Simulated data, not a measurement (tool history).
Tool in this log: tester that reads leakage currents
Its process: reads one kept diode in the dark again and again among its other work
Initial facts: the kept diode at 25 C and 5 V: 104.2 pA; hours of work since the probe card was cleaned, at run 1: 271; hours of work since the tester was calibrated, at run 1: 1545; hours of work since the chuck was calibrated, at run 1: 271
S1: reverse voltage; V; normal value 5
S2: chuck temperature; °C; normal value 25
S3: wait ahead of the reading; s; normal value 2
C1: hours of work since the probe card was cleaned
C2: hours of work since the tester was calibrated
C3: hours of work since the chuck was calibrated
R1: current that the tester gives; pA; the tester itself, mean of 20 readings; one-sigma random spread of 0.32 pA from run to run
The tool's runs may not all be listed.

| run | hour | S1 | S2 | S3 | C1 | C2 | C3 | R1 |
|---|---|---|---|---|---|---|---|---|
| 1 | 0 | 5 | 25 | 2 | 271 | 1545 | 271 | 102.44 |
| 2 | 57.4 | 5 | 25 | 0.41 | 303 | 1577 | 303 | 105.34 |
| 3 | 119.2 | 5 | 25 | 0.41 | 338 | 1612 | 338 | 105.93 |
| 4 | 146.7 | 5 | 25 | 0.41 | 354 | 1628 | 354 | 104.42 |
| 5 | 175.2 | 5 | 25 | 0.41 | 370 | 1644 | 370 | 104.71 |
| 6 | 215.3 | 5 | 43 | 2 | 393 | 1667 | 393 | 402.95 |
| 7 | 271.2 | 5 | 36 | 2 | 424 | 1699 | 424 | 237.56 |
| 8 | 333.4 | 5 | 36 | 2 | 460 | 1734 | 460 | 237.56 |
| 9 | 363.9 | 5 | 36 | 2 | 477 | 1751 | 477 | 236.25 |
| 10 | 420.9 | 5 | 36 | 2 | 509 | 1784 | 509 | 235.01 |
| 11 | 477.5 | 5 | 25 | 2 | 541 | 1816 | 541 | 98.66 |
| 12 | 521.7 | 2.03 | 25 | 2 | 566 | 1841 | 566 | 70.52 |
| 13 | 555 | 5 | 25 | 2 | 585 | 1860 | 585 | 98.21 |
| 14 | 615.2 | 5 | 25 | 6.04 | 619 | 1894 | 619 | 96.65 |
| 15 | 677.8 | 5 | 25 | 6.04 | 655 | 1929 | 655 | 96.04 |
| 16 | 737.5 | 5 | 39 | 5.96 | 689 | 1963 | 689 | 287.82 |
| 17 | 773.1 | 5 | 39 | 1.78 | 709 | 1983 | 709 | 286.73 |
| 18 | 834.1 | 18.6 | 43 | 2 | 744 | 2018 | 744 | 610.28 |
| 19 | 876 | 18.6 | 43 | 2 | 767 | 2042 | 767 | 608.79 |
|  | 881.8 | chuck's temperature calibrated |
| 20 | 925.1 | 10.09 | 47 | 1.63 | 794 | 2068 | 25 | 614.23 |
| 21 | 956.8 | 1.04 | 33 | 1.64 | 812 | 2086 | 43 | 95.79 |
| 22 | 1020 | 1.04 | 33 | 1.64 | 848 | 2122 | 78 | 95.29 |
|  | 1050.6 | tester calibrated |
| 23 | 1058.2 | 7.19 | 33 | 1.64 | 868 | 4 | 99 | 183.64 |
| 24 | 1115.5 | 6.45 | 49 | 1.11 | 901 | 37 | 131 | 580.34 |
| 25 | 1170.9 | 5 | 45 | 3.04 | 932 | 68 | 163 | 394.09 |
| 26 | 1208.8 | 9.71 | 25 | 0.42 | 954 | 90 | 184 | 115.69 |
| 27 | 1246.5 | 14.9 | 39 | 9 | 975 | 111 | 206 | 370.81 |
|  | 1267.8 | chuck's temperature calibrated, once more |
| 28 | 1313.2 | 14.9 | 39 | 9 | 1012 | 148 | 26 | 463.39 |

Forecast each of these 5 alternatives for the next run:
| A | 1350.9 | 2.37 | 25 | 0.35 | 1033 | 169 | 47 | ? |
| B | 1350.9 | 2.74 | 39 | 9 | 1033 | 169 | 47 | ? |
| C | 1350.9 | 7.6 | 50 | 6.38 | 1033 | 169 | 47 | ? |
| D | 1350.9 | 14.9 | 23 | 1.77 | 1033 | 169 | 47 | ? |
| E | 1350.9 | 5 | 25 | 0.94 | 1033 | 169 | 47 | ? |

| run | R1 |
|---|---|
| A | 83.34 |
| B | 252.69 |
| C | 798.29 |
| D | 137.09 |
| E | 107.6 |
With no hidden state in the tool, these same runs would have given:
| run | R1 |
|---|---|
| A | 82.86 |
| B | 252.86 |
| C | 798.86 |
| D | 132.04 |
| E | 106.23 |

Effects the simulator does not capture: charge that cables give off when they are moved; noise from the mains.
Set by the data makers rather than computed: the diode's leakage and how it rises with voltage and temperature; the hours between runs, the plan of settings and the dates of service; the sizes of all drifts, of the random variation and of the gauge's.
